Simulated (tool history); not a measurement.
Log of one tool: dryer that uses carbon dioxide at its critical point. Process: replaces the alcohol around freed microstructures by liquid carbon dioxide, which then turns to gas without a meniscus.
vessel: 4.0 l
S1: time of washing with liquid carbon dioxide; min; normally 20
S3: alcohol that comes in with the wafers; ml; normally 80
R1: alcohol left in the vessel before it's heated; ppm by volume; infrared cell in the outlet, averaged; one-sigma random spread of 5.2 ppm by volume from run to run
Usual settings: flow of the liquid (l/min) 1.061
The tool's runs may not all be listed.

Run 1, hour 0: usual settings. Result: R1 142 ppm by volume.
Run 2, hour 15.6: usual settings. Result: R1 147 ppm by volume.
Run 3, hour 39.6: usual settings but S1 30 min. Result: R1 32 ppm by volume.
Run 4, hour 53.6: usual settings but flow of the liquid (l/min) 1.62. Result: R1 40 ppm by volume.
Run 5, hour 65: usual settings but flow of the liquid (l/min) 1.62. Result: R1 33 ppm by volume.
Run 6, hour 77.2: usual settings but flow of the liquid (l/min) 1.62. Result: R1 35 ppm by volume.
Run 7, hour 93.6: usual settings but flow of the liquid (l/min) 1.62. Result: R1 40 ppm by volume.
Run 8, hour 115.1: usual settings but S1 27 min, flow of the liquid (l/min) 0.92, S3 44 ml. Result: R1 56 ppm by volume.
Run 9, hour 135.7: usual settings but S1 27 min, flow of the liquid (l/min) 1.07, S3 24 ml. Result: R1 31 ppm by volume.
Run 10, hour 148.3: usual settings but S1 24 min, flow of the liquid (l/min) 0.76, S3 24 ml. Result: R1 125 ppm by volume.
Run 11, hour 160.1: usual settings but S1 16 min, S3 78 ml. Result: R1 427 ppm by volume.
Run 12, hour 171.3: usual settings but S1 16 min, S3 78 ml. Result: R1 442 ppm by volume.

Table of differences, measured result less the result of that run with no hidden state. Run-to-run variation is the same in both. Gauge scatter possibly is not:
Hidden state at play: flow that reaches the vessel past the clogged filter, %; alcohol in the recycled carbon dioxide, ppm; drift of the gauge itself on alcohol_ppm, %.
run    R1
  1   +34
  2   +37
  3   +25
  4   +24
  5   +24
  6   +25
  7   +27
  8   +33
  9   +27
 10   +51
 11  +132
 12  +141
